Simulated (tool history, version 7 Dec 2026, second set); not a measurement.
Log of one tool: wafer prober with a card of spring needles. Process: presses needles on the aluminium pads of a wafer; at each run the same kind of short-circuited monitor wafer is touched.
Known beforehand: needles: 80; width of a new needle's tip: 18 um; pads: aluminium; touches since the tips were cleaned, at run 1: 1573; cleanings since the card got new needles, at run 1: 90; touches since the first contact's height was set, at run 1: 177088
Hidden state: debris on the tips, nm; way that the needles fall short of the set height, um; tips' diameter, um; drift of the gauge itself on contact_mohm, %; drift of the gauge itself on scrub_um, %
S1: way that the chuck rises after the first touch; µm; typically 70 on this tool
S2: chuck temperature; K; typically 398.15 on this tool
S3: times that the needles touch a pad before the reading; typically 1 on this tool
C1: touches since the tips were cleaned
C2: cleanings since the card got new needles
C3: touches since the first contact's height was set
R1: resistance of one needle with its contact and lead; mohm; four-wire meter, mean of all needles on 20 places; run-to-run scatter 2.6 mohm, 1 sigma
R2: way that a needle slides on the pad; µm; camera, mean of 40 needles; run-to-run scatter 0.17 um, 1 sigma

run 1 hour=0.0 | S1=70 S2=398.15 S3=1 | C1=1573 C2=90 C3=177088 | R1=370 R2=15.64
-- hour=1.6 tips cleaned on abrasive film
-- hour=7.6 tips cleaned on abrasive film
-- hour=13.6 tips cleaned on abrasive film
-- hour=21.1 tips cleaned on abrasive film
-- hour=27.1 tips cleaned on abrasive film
-- hour=33.1 tips cleaned on abrasive film
-- hour=39.1 tips cleaned on abrasive film
-- hour=45.2 tips cleaned on abrasive film
-- hour=51.2 tips cleaned on abrasive film
-- hour=57.2 tips cleaned on abrasive film
-- hour=63.2 tips cleaned on abrasive film
run 2 hour=64.9 | S1=70 S2=398.15 S3=1 | C1=539 C2=101 C3=197463 | R1=329 R2=14.81
-- hour=69.4 tips cleaned on abrasive film
-- hour=75.4 tips cleaned on abrasive film
-- hour=81.4 tips cleaned on abrasive film
-- hour=87.5 tips cleaned on abrasive film
run 3 hour=93.3 | S1=70 S2=398.15 S3=1 | C1=1874 C2=105 C3=206416 | R1=380 R2=15.05
-- hour=94.9 tips cleaned on abrasive film
-- hour=100.9 tips cleaned on abrasive film
-- hour=106.9 tips cleaned on abrasive film
-- hour=112.9 tips cleaned on abrasive film
-- hour=114.7 height of the first contact set anew
-- hour=119.3 tips cleaned on abrasive film
-- hour=125.3 tips cleaned on abrasive film
-- hour=131.3 tips cleaned on abrasive film
-- hour=137.3 tips cleaned on abrasive film
-- hour=143.3 tips cleaned on abrasive film
-- hour=149.5 tips cleaned on abrasive film
run 4 hour=149.5 | S1=70 S2=398.15 S3=1 | C1=0 C2=115 C3=10922 | R1=309 R2=14.40
-- hour=157.0 tips cleaned on abrasive film
-- hour=163.0 tips cleaned on abrasive film
-- hour=170.5 tips cleaned on abrasive film
-- hour=176.5 tips cleaned on abrasive film
-- hour=184.0 tips cleaned on abrasive film
-- hour=190.0 tips cleaned on abrasive film
-- hour=197.5 tips cleaned on abrasive film
run 5 hour=198.8 | S1=70 S2=398.15 S3=1 | C1=411 C2=122 C3=26442 | R1=336 R2=14.33
-- hour=204.8 tips cleaned on abrasive film
-- hour=210.9 tips cleaned on abrasive film
-- hour=216.9 tips cleaned on abrasive film
-- hour=222.9 tips cleaned on abrasive film
-- hour=228.9 tips cleaned on abrasive film
run 6 hour=229.2 | S1=70 S2=398.15 S3=1 | C1=82 C2=127 C3=35969 | R1=319 R2=14.41
-- hour=235.2 tips cleaned on abrasive film
-- hour=237.0 height of the first contact set anew, once more
-- hour=241.5 tips cleaned on abrasive film
-- hour=247.5 tips cleaned on abrasive film
-- hour=253.5 tips cleaned on abrasive film
-- hour=259.5 tips cleaned on abrasive film
run 7 hour=261.8 | S1=70 S2=378.15 S3=1 | C1=720 C2=132 C3=7804 | R1=337 R2=16.86
-- hour=266.3 tips cleaned on abrasive film
-- hour=272.3 tips cleaned on abrasive film
-- hour=278.4 tips cleaned on abrasive film
-- hour=284.4 tips cleaned on abrasive film
-- hour=290.4 tips cleaned on abrasive film
-- hour=296.4 tips cleaned on abrasive film
-- hour=302.4 tips cleaned on abrasive film
-- hour=308.4 tips cleaned on abrasive film
-- hour=314.4 tips cleaned on abrasive film
run 8 hour=318.6 | S1=70 S2=398.15 S3=1 | C1=1334 C2=141 C3=25667 | R1=351 R2=16.82
-- hour=321.7 tips cleaned on abrasive film
-- hour=327.7 tips cleaned on abrasive film
-- hour=335.2 tips cleaned on abrasive film
-- hour=341.2 tips cleaned on abrasive film
-- hour=348.7 tips cleaned on abrasive film
-- hour=354.7 tips cleaned on abrasive film
-- hour=360.7 tips cleaned on abrasive film
-- hour=366.7 tips cleaned on abrasive film
run 9 hour=372.1 | S1=70 S2=374.15 S3=1 | C1=1713 C2=149 C3=42492 | R1=369 R2=16.47
-- hour=373.7 tips cleaned on abrasive film
-- hour=379.7 tips cleaned on abrasive film
-- hour=385.7 tips cleaned on abrasive film
-- hour=391.7 tips cleaned on abrasive film
-- hour=397.7 tips cleaned on abrasive film
-- hour=403.8 tips cleaned on abrasive film
-- hour=411.2 tips cleaned on abrasive film
-- hour=417.3 tips cleaned on abrasive film
run 10 hour=418.8 | S1=70 S2=398.15 S3=1 | C1=479 C2=157 C3=57139 | R1=331 R2=16.61
-- hour=423.3 tips cleaned on abrasive film
-- hour=429.3 tips cleaned on abrasive film
-- hour=435.3 tips cleaned on abrasive film
-- hour=441.3 tips cleaned on abrasive film
-- hour=447.4 tips cleaned on abrasive film
-- hour=454.8 tips cleaned on abrasive film
-- hour=460.9 tips cleaned on abrasive film
-- hour=466.9 tips cleaned on abrasive film
run 11 hour=468.7 | S1=70 S2=398.15 S3=1 | C1=589 C2=165 C3=72839 | R1=332 R2=16.46
-- hour=473.3 tips cleaned on abrasive film
-- hour=480.8 tips cleaned on abrasive film
-- hour=486.8 tips cleaned on abrasive film
-- hour=492.8 tips cleaned on abrasive film
run 12 hour=497.2 | S1=67 S2=299.15 S3=1 | C1=1408 C2=169 C3=81805 | R1=353 R2=15.58
-- hour=500.2 tips cleaned on abrasive film
-- hour=506.3 tips cleaned on abrasive film
-- hour=512.3 tips cleaned on abrasive film
-- hour=518.3 tips cleaned on abrasive film
-- hour=524.3 tips cleaned on abrasive film
run 13 hour=525.2 | S1=67 S2=299.15 S3=1 | C1=293 C2=174 C3=90598 | R1=289 R2=15.19
-- hour=531.2 tips cleaned on abrasive film
-- hour=537.3 tips cleaned on abrasive film
-- hour=544.7 tips cleaned on abrasive film
-- hour=550.8 tips cleaned on abrasive film
-- hour=556.8 tips cleaned on abrasive film
run 14 hour=562.0 | S1=62 S2=396.15 S3=1 | C1=1668 C2=179 C3=102183 | R1=418 R2=14.16
-- hour=563.6 tips cleaned on abrasive film
-- hour=569.6 tips cleaned on abrasive film
-- hour=577.1 tips cleaned on abrasive film
-- hour=583.1 tips cleaned on abrasive film
-- hour=589.1 tips cleaned on abrasive film
-- hour=595.1 tips cleaned on abrasive film
-- hour=602.6 tips cleaned on abrasive film
run 15 hour=604.5 | S1=56 S2=321.15 S3=1 | C1=601 C2=186 C3=115534 | R1=357 R2=12.41
-- hour=609.0 tips cleaned on abrasive film
-- hour=615.1 tips cleaned on abrasive film
-- hour=621.1 tips cleaned on abrasive film
-- hour=627.1 tips cleaned on abrasive film
run 16 hour=632.2 | S1=70 S2=330.15 S3=1 | C1=1626 C2=190 C3=124245 | R1=371 R2=15.94
-- hour=633.8 tips cleaned on abrasive film
-- hour=639.8 tips cleaned on abrasive film
-- hour=645.8 tips cleaned on abrasive film
-- hour=651.8 tips cleaned on abrasive film
-- hour=657.8 tips cleaned on abrasive film
-- hour=663.8 tips cleaned on abrasive film
run 17 hour=669.7 | S1=70 S2=330.15 S3=1 | C1=1868 C2=196 C3=136032 | R1=387 R2=15.79
-- hour=671.3 tips cleaned on abrasive film
-- hour=677.3 tips cleaned on abrasive film
-- hour=683.3 tips cleaned on abrasive film
-- hour=689.3 tips cleaned on abrasive film
-- hour=695.3 tips cleaned on abrasive film
-- hour=702.8 tips cleaned on abrasive film
run 18 hour=706.7 | S1=70 S2=330.15 S3=1 | C1=1241 C2=202 C3=147663 | R1=363 R2=15.65
-- hour=709.8 tips cleaned on abrasive film
-- hour=715.8 tips cleaned on abrasive film
-- hour=723.3 tips cleaned on abrasive film
-- hour=729.3 tips cleaned on abrasive film
-- hour=735.3 tips cleaned on abrasive film
-- hour=741.3 tips cleaned on abrasive film
-- hour=747.3 tips cleaned on abrasive film
-- hour=753.3 tips cleaned on abrasive film
run 19 hour=755.0 | S1=70 S2=330.15 S3=1 | C1=519 C2=210 C3=162822 | R1=333 R2=15.48
-- hour=759.5 tips cleaned on abrasive film
-- hour=765.5 tips cleaned on abrasive film
-- hour=771.5 tips cleaned on abrasive film
-- hour=779.0 tips cleaned on abrasive film
-- hour=785.0 tips cleaned on abrasive film
-- hour=791.1 tips cleaned on abrasive film
run 20 hour=794.4 | S1=70 S2=330.15 S3=1 | C1=1054 C2=216 C3=175211 | R1=360 R2=15.23

3 ways to go on from here, each from the tool as it stands after run 20. What would each give?
-- hour=797.4 tips cleaned on abrasive film
-- hour=803.4 tips cleaned on abrasive film
-- hour=809.4 tips cleaned on abrasive film
-- hour=815.5 tips cleaned on abrasive film
-- hour=821.5 tips cleaned on abrasive film
-- hour=827.5 tips cleaned on abrasive film
-- hour=833.5 tips cleaned on abrasive film
-- hour=839.5 tips cleaned on abrasive film
-- hour=845.5 tips cleaned on abrasive film
-- hour=851.5 tips cleaned on abrasive film
run A hour=853.6 | S1=64 S2=331.15 S3=2 | C1=656 C2=226 C3=193813 | R1=? R2=?
-- hour=797.4 tips cleaned on abrasive film
-- hour=803.4 tips cleaned on abrasive film
-- hour=809.4 tips cleaned on abrasive film
-- hour=815.5 tips cleaned on abrasive film
-- hour=821.5 tips cleaned on abrasive film
-- hour=827.5 tips cleaned on abrasive film
-- hour=833.5 tips cleaned on abrasive film
-- hour=839.5 tips cleaned on abrasive film
-- hour=845.5 tips cleaned on abrasive film
-- hour=851.5 tips cleaned on abrasive film
run B hour=853.6 | S1=70 S2=398.15 S3=2 | C1=656 C2=226 C3=193813 | R1=? R2=?
-- hour=797.4 tips cleaned on abrasive film
-- hour=803.4 tips cleaned on abrasive film
-- hour=809.4 tips cleaned on abrasive film
-- hour=815.5 tips cleaned on abrasive film
-- hour=821.5 tips cleaned on abrasive film
-- hour=827.5 tips cleaned on abrasive film
-- hour=833.5 tips cleaned on abrasive film
-- hour=839.5 tips cleaned on abrasive film
-- hour=845.5 tips cleaned on abrasive film
-- hour=851.5 tips cleaned on abrasive film
run C hour=853.6 | S1=60 S2=315.15 S3=1 | C1=656 C2=226 C3=193813 | R1=? R2=?

run=A R1=330 R2=13.97
run=B R1=342 R2=15.33
run=C R1=365 R2=12.90
With no hidden state in the tool, these same runs would have given:
run=A R1=276 R2=15.78
run=B R1=298 R2=17.11
run=C R1=272 R2=14.70
